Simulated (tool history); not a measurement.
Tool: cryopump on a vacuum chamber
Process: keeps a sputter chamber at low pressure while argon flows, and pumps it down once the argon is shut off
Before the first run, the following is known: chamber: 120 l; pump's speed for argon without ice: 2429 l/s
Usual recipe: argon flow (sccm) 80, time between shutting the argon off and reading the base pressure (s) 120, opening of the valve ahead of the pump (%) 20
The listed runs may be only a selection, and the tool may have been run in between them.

run,hour,argon flow (sccm),time between shutting the argon off and reading the base pressure (s),opening of the valve ahead of the pump (%),pressure while argon flows (Pa),pressure after the wait (uPa)
1,0,80,120,20,0.2879,0.66
2,25.7,80,120,20,0.2875,0.68
3,64.6,80,120,25,0.2326,0.75
4,104.6,80,120,25,0.2327,0.74
5,150.8,80,120,25,0.2342,0.76
6,188.2,80,120,20,0.2914,0.77
7,214.1,80,120,20,0.2917,0.78
8,246.3,80,120,20,0.2907,0.8
9,276.8,78,28,20,0.2866,2.26
10,311.3,78,206,58,0.1057,0.65
11,350,65,120,20,0.2361,0.86
12,392.3,80,284,37,0.164,0.63
13,440.5,80,284,37,0.1652,0.61
14,477.8,114,113,33,0.2621,1
15,513.7,114,113,33,0.2631,0.96

Branching from run 15: 4 alternative next runs. What would each branch give?
A,545.6,111,57,23,?,?
B,545.6,46,20,33,?,?
C,545.6,53,120,43,?,?
D,545.6,39,124,21,?,?

run,pressure while argon flows (Pa),pressure after the wait (uPa)
A,0.3569,1.45
B,0.1063,3.27
C,0.0959,0.97
D,0.1384,0.92
Take away the tool's hidden state, keep each run's random variation, and the runs would have read:
run,pressure while argon flows (Pa),pressure after the wait (uPa)
A,0.3346,1.08
B,0.0971,2.88
C,0.0852,0.59
D,0.1305,0.55
